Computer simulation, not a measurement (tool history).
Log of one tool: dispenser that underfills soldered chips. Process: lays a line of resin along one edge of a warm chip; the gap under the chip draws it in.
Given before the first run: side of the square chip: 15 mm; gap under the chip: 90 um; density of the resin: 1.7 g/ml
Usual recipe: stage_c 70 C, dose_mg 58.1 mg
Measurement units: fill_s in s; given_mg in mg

| run | hour | stage_c | dose_mg | fill_s | given_mg |
|---|---|---|---|---|---|
| 1 | 0 | 70 | 58.1 | 109.1 | 55.86 |
| 2 | 5.1 | 70 | 74.5 | 141.1 | 72.19 |
|  | 5.7 | new syringe of resin |
| 3 | 8.9 | 73 | 74.5 | 100.8 | 72.02 |
|  | 13.4 | new syringe of resin |
| 4 | 16.2 | 72 | 58.1 | 101.7 | 56.15 |
|  | 20.9 | new syringe of resin |
| 5 | 22.3 | 72 | 58.1 | 95.5 | 55.94 |
|  | 23.9 | dispensing valve cleaned and set on the balance |
| 6 | 28.3 | 72 | 58.1 | 123.8 | 57.8 |
|  | 29.6 | new syringe of resin |
| 7 | 32.3 | 70 | 58.1 | 111 | 58.12 |
|  | 37 | new syringe of resin |
| 8 | 40.1 | 77 | 58.1 | 80 | 57.61 |
|  | 45.2 | new syringe of resin |
| 9 | 46.3 | 77 | 58.1 | 72 | 57.56 |
|  | 52.8 | new syringe of resin |
| 10 | 53 | 70 | 59.9 | 93.4 | 59.14 |
| 11 | 58.3 | 70 | 59.9 | 128.1 | 59.87 |
|  | 60.3 | new syringe of resin |
| 12 | 62.8 | 70 | 59.9 | 107.2 | 59.01 |
|  | 67.8 | new syringe of resin |
| 13 | 68.6 | 70 | 59.9 | 98.2 | 58.97 |
| 14 | 72.9 | 70 | 58.1 | 126.5 | 57.14 |
|  | 75.6 | new syringe of resin |
| 15 | 80.6 | 77 | 58.1 | 89.4 | 57.09 |
|  | 83.1 | new syringe of resin |
| 16 | 85.8 | 77 | 58.1 | 80.5 | 57.16 |
| 17 | 90.2 | 70 | 55.1 | 139.5 | 53.96 |
|  | 91.2 | new syringe of resin |
| 18 | 97.9 | 70 | 58.1 | 136.2 | 57.21 |
|  | 98.6 | new syringe of resin |
|  | 106.2 | new syringe of resin |
| 19 | 106.2 | 75 | 67.5 | 73.6 | 66.4 |
| 20 | 109.6 | 62 | 53.7 | 167.4 | 52.41 |
|  | 113.9 | new syringe of resin |
| 21 | 113.9 | 77 | 55.8 | 68.5 | 54.79 |
| 22 | 119.1 | 77 | 66.7 | 89.9 | 65.4 |
|  | 121.6 | new syringe of resin |
| 23 | 124.2 | 77 | 66.7 | 77.3 | 64.76 |
|  | 129.3 | new syringe of resin |
| 24 | 130 | 79 | 73.8 | 62.7 | 71.45 |
| 25 | 136.3 | 79 | 73.8 | 89.7 | 71.69 |
|  | 137.1 | new syringe of resin |
| 26 | 141 | 67 | 64.5 | 133.4 | 62.63 |
|  | 144.5 | new syringe of resin |
| 27 | 147.4 | 71 | 64.5 | 103.7 | 62.3 |
|  | 152.3 | new syringe of resin |
| 28 | 154.2 | 63 | 58.1 | 147.7 | 55.83 |
|  | 159.8 | new syringe of resin |
| 29 | 160 | 69 | 60.8 | 96.9 | 58.66 |
| 30 | 165.4 | 70 | 67.8 | 123.7 | 65.42 |
|  | 167.3 | new syringe of resin |
| 31 | 169.7 | 70 | 65.1 | 104.2 | 62.67 |
|  | 171.6 | dispensing valve cleaned and set on the balance |
|  | 175.8 | new syringe of resin |
| 32 | 176.3 | 65 | 55.9 | 121.7 | 55.84 |
| 33 | 181.8 | 57 | 58.3 | 241.1 | 58.16 |
|  | 183.8 | new syringe of resin |
| 34 | 187.5 | 75 | 73.4 | 88.2 | 72.72 |
|  | 191.9 | new syringe of resin |
| 35 | 193.9 | 75 | 53.5 | 81.6 | 53.26 |
|  | 199.7 | new syringe of resin |
| 36 | 201.8 | 67 | 56.4 | 118.5 | 56.23 |

Here are 3 independent what-if runs from the current tool condition. What would each one return?
| A | 206 | 59 | 66.5 | ? | ? |
| B | 206 | 71 | 56.7 | ? | ? |
| C | 206 | 67 | 69.5 | ? | ? |

| run | fill_s | given_mg |
|---|---|---|
| A | 214 | 65.66 |
| B | 122.3 | 56.2 |
| C | 147.7 | 68.93 |
The same runs, with their run-to-run variation unchanged, on a tool lacking any hidden condition would have given:
| run | fill_s | given_mg |
|---|---|---|
| A | 164.7 | 66.15 |
| B | 93.8 | 56.62 |
| C | 113.3 | 69.44 |
